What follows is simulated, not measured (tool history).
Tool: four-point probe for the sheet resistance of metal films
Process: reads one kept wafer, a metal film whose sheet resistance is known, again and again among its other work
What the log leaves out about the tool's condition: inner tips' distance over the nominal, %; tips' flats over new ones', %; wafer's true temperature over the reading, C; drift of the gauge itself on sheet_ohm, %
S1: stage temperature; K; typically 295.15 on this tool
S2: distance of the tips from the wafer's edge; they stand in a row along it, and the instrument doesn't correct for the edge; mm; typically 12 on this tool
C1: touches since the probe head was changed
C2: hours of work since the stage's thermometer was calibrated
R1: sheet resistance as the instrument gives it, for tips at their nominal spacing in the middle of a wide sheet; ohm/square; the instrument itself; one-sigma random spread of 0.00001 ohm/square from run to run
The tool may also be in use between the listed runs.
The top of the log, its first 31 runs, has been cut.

run    hour      S1  S2     C1    C2        R1
 32  1973.5  299.15  70  70092   487  0.051236
 33  2047.3  295.15  18  71471   534  0.051151
 34  2104.3  295.15  18  72535   570  0.051158
 35  2144.0  295.15  18  73277   596  0.051152
 36  2214.7  298.15  42  74598   641  0.051205
 37  2300.4  298.15  42  76198   695  0.051218
 38  2342.4  292.15   6  76983   722  0.051708
 39  2389.0  292.15   6  77853   751  0.051693
 40  2448.4  295.15   7  78964   789  0.051622
 41  2499.4  295.15   7  79916   821  0.051612
 42  2584.4  295.15   7  81503   875  0.051623
 43  2671.0  305.15  11  83122   930  0.051665
 44  2720.4  305.15   5  84044   961  0.052539
 45  2807.3  300.15  70  85669  1016  0.051273

4 ways to go on from here, each from the tool as it stands after run 45. What would each give?
  A  2869.5  292.15   7  86830  1056   ?
  B  2869.5  300.15   5  86830  1056   ?
  C  2869.5  295.15   7  86830  1056   ?
  D  2869.5  299.15  19  86830  1056   ?

run        R1
  A  0.051502
  B  0.052339
  C  0.051625
  D  0.051284
The same runs, with their run-to-run variation unchanged, on a tool lacking any hidden condition would have given:
run        R1
  A  0.051498
  B  0.052334
  C  0.051620
  D  0.051280

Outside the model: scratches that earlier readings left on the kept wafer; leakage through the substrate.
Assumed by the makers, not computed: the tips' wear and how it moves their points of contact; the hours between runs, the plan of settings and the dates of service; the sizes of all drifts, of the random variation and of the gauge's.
